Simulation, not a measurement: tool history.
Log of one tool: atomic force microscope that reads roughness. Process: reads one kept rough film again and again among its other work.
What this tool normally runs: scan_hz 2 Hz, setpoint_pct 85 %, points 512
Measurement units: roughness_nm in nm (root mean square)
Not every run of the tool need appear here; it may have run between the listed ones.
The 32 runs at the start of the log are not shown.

run	day	scan_hz	setpoint_pct	points	roughness_nm
33	55.754	2	60	307	0.765
34	58.217	2	59	512	0.738
# day 58.529: new tip fitted
35	60.067	2	77	512	0.759
36	61.308	2	77	512	0.731
37	63.121	2	77	512	0.702
38	64.454	0.88	79	996	0.739
# day 65.383: new tip fitted
39	66.204	2.97	85	512	0.65
40	68.683	2.97	85	512	0.609
41	70.483	3.32	80	912	0.611
# day 72.133: new tip fitted
42	72.45	1.09	80	925	0.828
43	74.633	0.89	55	386	0.839
44	77.096	0.6	85	427	0.752

Predict each of these 5 candidate next runs independently; none follows another, all start after run 44:
# day 78.892: new tip fitted
A	79.562	1.28	85	628	?
# day 78.892: new tip fitted
B	79.562	3.49	80	884	?
# day 78.892: new tip fitted
C	79.562	2	85	576	?
# day 78.892: new tip fitted
D	79.562	2	80	512	?
# day 78.892: new tip fitted
E	79.562	2	85	403	?

run	roughness_nm
A	0.78
B	0.679
C	0.734
D	0.753
E	0.713
With the hidden condition removed and each run's random variation left untouched, the same runs would have given:
run	roughness_nm
A	0.788
B	0.686
C	0.741
D	0.761
E	0.721

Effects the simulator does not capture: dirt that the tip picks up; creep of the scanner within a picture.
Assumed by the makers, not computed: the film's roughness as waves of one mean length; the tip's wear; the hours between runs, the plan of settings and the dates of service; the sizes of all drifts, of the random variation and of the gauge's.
